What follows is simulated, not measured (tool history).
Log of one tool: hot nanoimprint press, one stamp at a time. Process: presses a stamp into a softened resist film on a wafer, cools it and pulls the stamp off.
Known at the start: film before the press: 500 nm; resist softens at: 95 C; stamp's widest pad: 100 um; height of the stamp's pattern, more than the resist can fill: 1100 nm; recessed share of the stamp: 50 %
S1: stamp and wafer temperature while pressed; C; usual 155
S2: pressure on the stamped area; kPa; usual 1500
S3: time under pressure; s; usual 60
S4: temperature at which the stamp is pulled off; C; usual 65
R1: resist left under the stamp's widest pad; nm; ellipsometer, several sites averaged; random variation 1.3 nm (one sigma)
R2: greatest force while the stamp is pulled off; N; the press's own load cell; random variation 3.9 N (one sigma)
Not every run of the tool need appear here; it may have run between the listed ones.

run 1 hour=0 | S1=155 S2=1500 S3=60 S4=65 | R1=197.2 R2=197
run 2 hour=45.6 | S1=155 S2=1500 S3=60 S4=65 | R1=198 R2=210
run 3 hour=87.3 | S1=155 S2=1500 S3=60 S4=65 | R1=194.2 R2=216
run 4 hour=129.1 | S1=155 S2=1500 S3=60 S4=65 | R1=195.5 R2=223
run 5 hour=156.6 | S1=155 S2=1500 S3=60 S4=65 | R1=194.2 R2=219
-- hour=176.9 plate thermocouple calibrated
run 6 hour=211.9 | S1=153 S2=1500 S3=60 S4=65 | R1=226.7 R2=235
run 7 hour=239.5 | S1=155 S2=1500 S3=60 S4=65 | R1=207 R2=229
run 8 hour=286.4 | S1=155 S2=1500 S3=60 S4=65 | R1=205.5 R2=250
run 9 hour=323.1 | S1=155 S2=1500 S3=60 S4=65 | R1=203.4 R2=237
-- hour=375.3 stamp cleaned and given a new release coat
run 10 hour=375.3 | S1=155 S2=1500 S3=60 S4=65 | R1=206.3 R2=181
run 11 hour=401.9 | S1=155 S2=1500 S3=60 S4=65 | R1=203.1 R2=192
run 12 hour=458.7 | S1=155 S2=1500 S3=52 S4=65 | R1=214.5 R2=201
run 13 hour=485 | S1=155 S2=1500 S3=60 S4=65 | R1=200 R2=194
run 14 hour=515.6 | S1=155 S2=1500 S3=60 S4=65 | R1=200.2 R2=202
run 15 hour=569.4 | S1=155 S2=1500 S3=60 S4=65 | R1=199.2 R2=212
run 16 hour=605 | S1=155 S2=1500 S3=60 S4=67 | R1=195.6 R2=208
run 17 hour=643.9 | S1=155 S2=1140 S3=31 S4=56 | R1=279 R2=242
run 18 hour=671.8 | S1=155 S2=1140 S3=31 S4=56 | R1=278.7 R2=255
run 19 hour=703 | S1=155 S2=980 S3=35 S4=50 | R1=287.1 R2=264
-- hour=753.8 plate thermocouple calibrated
run 20 hour=760.4 | S1=155 S2=1610 S3=49 S4=65 | R1=219.6 R2=242
run 21 hour=812.1 | S1=155 S2=1410 S3=60 S4=64 | R1=215.5 R2=252
run 22 hour=854.8 | S1=163 S2=920 S3=60 S4=60 | R1=181.3 R2=269
-- hour=870.4 stamp cleaned and given a new release coat
run 23 hour=917.8 | S1=163 S2=920 S3=60 S4=60 | R1=181 R2=203
run 24 hour=971.9 | S1=163 S2=1650 S3=40 S4=65 | R1=157 R2=201
run 25 hour=1032.1 | S1=163 S2=1650 S3=40 S4=65 | R1=155.2 R2=211
run 26 hour=1090.7 | S1=163 S2=1650 S3=40 S4=65 | R1=155.3 R2=219
-- hour=1117 press's hydraulic seals changed and the load cell set to zero
run 27 hour=1153 | S1=163 S2=1650 S3=40 S4=65 | R1=145.7 R2=222
run 28 hour=1215.7 | S1=149 S2=1500 S3=52 S4=61 | R1=270 R2=240
run 29 hour=1242.6 | S1=149 S2=1110 S3=33 S4=65 | R1=347.3 R2=233

Branching from run 29: 4 alternative next runs. What would each branch give?
run A hour=1286.5 | S1=149 S2=1090 S3=105 S4=60 | R1=? R2=?
run B hour=1286.5 | S1=153 S2=1500 S3=116 S4=61 | R1=? R2=?
run C hour=1286.5 | S1=155 S2=1940 S3=117 S4=57 | R1=? R2=?
run D hour=1286.5 | S1=160 S2=1210 S3=60 S4=65 | R1=? R2=?

run=A R1=248 R2=256
run=B R1=161 R2=248
run=C R1=127.3 R2=258
run=D R1=167.7 R2=240
With the hidden condition removed and each run's random variation left untouched, the same runs would have given:
run=A R1=265.5 R2=199
run=B R1=173.3 R2=193
run=C R1=136.7 R2=202
run=D R1=179.3 R2=187
